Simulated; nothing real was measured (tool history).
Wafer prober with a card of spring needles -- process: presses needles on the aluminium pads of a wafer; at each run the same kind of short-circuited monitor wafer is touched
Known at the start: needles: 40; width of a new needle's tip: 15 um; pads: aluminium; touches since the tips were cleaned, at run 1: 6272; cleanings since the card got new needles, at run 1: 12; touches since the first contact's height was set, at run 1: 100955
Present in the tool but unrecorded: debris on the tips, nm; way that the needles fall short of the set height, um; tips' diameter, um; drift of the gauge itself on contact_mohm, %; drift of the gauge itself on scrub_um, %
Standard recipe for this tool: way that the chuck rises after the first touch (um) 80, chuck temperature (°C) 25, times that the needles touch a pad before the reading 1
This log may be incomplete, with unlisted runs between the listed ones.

run,day,way that the chuck rises after the first touch (um),chuck temperature (°C),times that the needles touch a pad before the reading,touches since the tips were cleaned,cleanings since the card got new needles,touches since the first contact's height was set,resistance of one needle with its contact and lead (mohm),way that a needle slides on the pad (um)
1,0,80,25,1,6272,12,100955,271,15.05
# day 0.133: tips cleaned on abrasive film
# day 1.575: tips cleaned on abrasive film
2,1.733,80,25,1,817,14,109863,260,15.03
# day 3.108: tips cleaned on abrasive film
3,3.408,80,25,1,1556,15,118499,262,15.05
# day 4.583: tips cleaned on abrasive film
4,5.271,80,25,1,3546,16,128080,267,15.03
# day 6.004: tips cleaned on abrasive film
5,6.85,80,25,1,4353,17,136217,268,15.04
# day 7.412: tips cleaned on abrasive film
# day 8.775: tips cleaned on abrasive film
6,9.671,80,25,1,4627,19,150739,271,14.95
# day 10.1: tips cleaned on abrasive film
7,11.279,80,25,1,6093,20,159040,273,15
# day 11.542: tips cleaned on abrasive film
# day 13.067: tips cleaned on abrasive film
8,13.975,80,25,1,4698,22,172910,271,14.96
# day 14.467: tips cleaned on abrasive film
# day 14.479: height of the first contact set anew
# day 16.012: tips cleaned on abrasive film
9,16.625,80,25,1,3170,24,11068,270,15.2
# day 17.371: tips cleaned on abrasive film
# day 18.717: tips cleaned on abrasive film
10,19.162,80,25,1,2292,26,24125,262,15.15
# day 20.196: tips cleaned on abrasive film
# day 21.55: tips cleaned on abrasive film
11,21.838,96,25,1,1500,28,37914,260,18.22
# day 23.054: tips cleaned on abrasive film
# day 24.592: tips cleaned on abrasive film
12,24.842,78,123,1,1299,30,53375,290,14.75
# day 26.138: tips cleaned on abrasive film
13,27.233,61,42,2,5660,31,65712,275,11.51
# day 27.525: tips cleaned on abrasive film
14,28.654,80,53,1,5832,32,73013,277,15.11
# day 28.862: tips cleaned on abrasive film
# day 30.188: tips cleaned on abrasive film
# day 31.562: tips cleaned on abrasive film
15,31.567,67,49,1,20,35,87989,270,12.62
# day 32.958: tips cleaned on abrasive film
16,33.033,90,25,1,386,36,95543,254,16.95
# day 34.525: tips cleaned on abrasive film
17,35.767,99,67,3,6412,37,109653,263,18.6
# day 35.929: tips cleaned on abrasive film
# day 37.438: tips cleaned on abrasive film
18,37.525,80,45,1,448,39,118685,262,15.03

For run 19, what comes out?
# day 38.888: tips cleaned on abrasive film
19,39.004,80,101,3,620,40,126310,?,?

resistance of one needle with its contact and lead (mohm): 280
way that a needle slides on the pad (um): 15.06
Had the tool carried no hidden state, the very same run would have given resistance of one needle with its contact and lead (mohm) 278, way that a needle slides on the pad (um) 15.23.

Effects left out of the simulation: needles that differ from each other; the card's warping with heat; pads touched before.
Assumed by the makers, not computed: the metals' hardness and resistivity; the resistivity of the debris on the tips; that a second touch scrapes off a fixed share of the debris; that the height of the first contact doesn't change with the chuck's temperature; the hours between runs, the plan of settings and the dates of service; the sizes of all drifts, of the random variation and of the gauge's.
